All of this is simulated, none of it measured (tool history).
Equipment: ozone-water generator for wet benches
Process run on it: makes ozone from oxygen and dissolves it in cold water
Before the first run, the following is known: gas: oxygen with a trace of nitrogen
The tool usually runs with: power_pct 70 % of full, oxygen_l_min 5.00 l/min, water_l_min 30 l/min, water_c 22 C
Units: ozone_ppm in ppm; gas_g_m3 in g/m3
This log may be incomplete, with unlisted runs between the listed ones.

run,day,power_pct,oxygen_l_min,water_l_min,water_c,ozone_ppm,gas_g_m3
1,0.000,70,5.00,30,22,20.5,246.8
2,1.388,70,5.00,30,22,20.0,244.7
3,3.183,70,5.00,30,22,20.2,245.2
4,4.808,70,5.00,30,22,20.5,243.9
5,6.592,70,5.00,30,14,22.3,245.6
6,8.025,70,5.00,22,14,29.3,242.4
7,9.392,70,5.00,30,22,20.2,240.8
8,10.588,60,5.00,30,22,18.4,217.3
9,13.238,60,5.00,30,22,18.2,219.9
10,14.496,60,5.00,30,22,18.1,219.1
11,15.954,60,5.00,30,27,17.2,218.5
12,17.704,70,5.00,30,15,21.8,240.2
13,20.588,70,5.00,30,22,20.0,238.7
14,21.883,100,5.00,30,22,25.4,307.2
15,24.067,70,5.00,25,22,23.6,242.2
16,25.892,70,5.00,25,22,23.6,237.7
17,28.200,51,2.54,19,24,22.7,285.2
# day 28.792: gauge calibrated
18,30.417,70,4.20,24,17,25.9,269.9
19,33.121,70,4.20,24,17,26.0,269.0
20,35.650,70,5.93,30,19,21.2,220.0
21,38.104,71,5.64,29,15,23.1,228.8
22,40.750,71,5.64,29,15,23.0,229.1
23,42.412,71,5.64,29,15,23.0,226.1
24,44.296,70,5.00,30,30,18.1,241.0
25,46.938,70,5.00,30,30,18.2,241.2
# day 48.471: water thermometer calibrated
26,48.617,68,5.00,18,30,25.7,235.8
27,51.042,89,2.94,39,30,15.9,378.1
28,53.829,89,8.70,29,30,21.2,204.2
29,55.904,89,8.70,34,30,18.8,204.6

What will run 30 give?
30,57.412,69,6.89,45,22,?,?

{"run 30": {"ozone_ppm": 14.2, "gas_g_m3": 197.2}}
On a tool with no hidden condition, and with the same random variation, this run would have come out at ozone_ppm 14.2 ppm, gas_g_m3 202.8 g/m3.
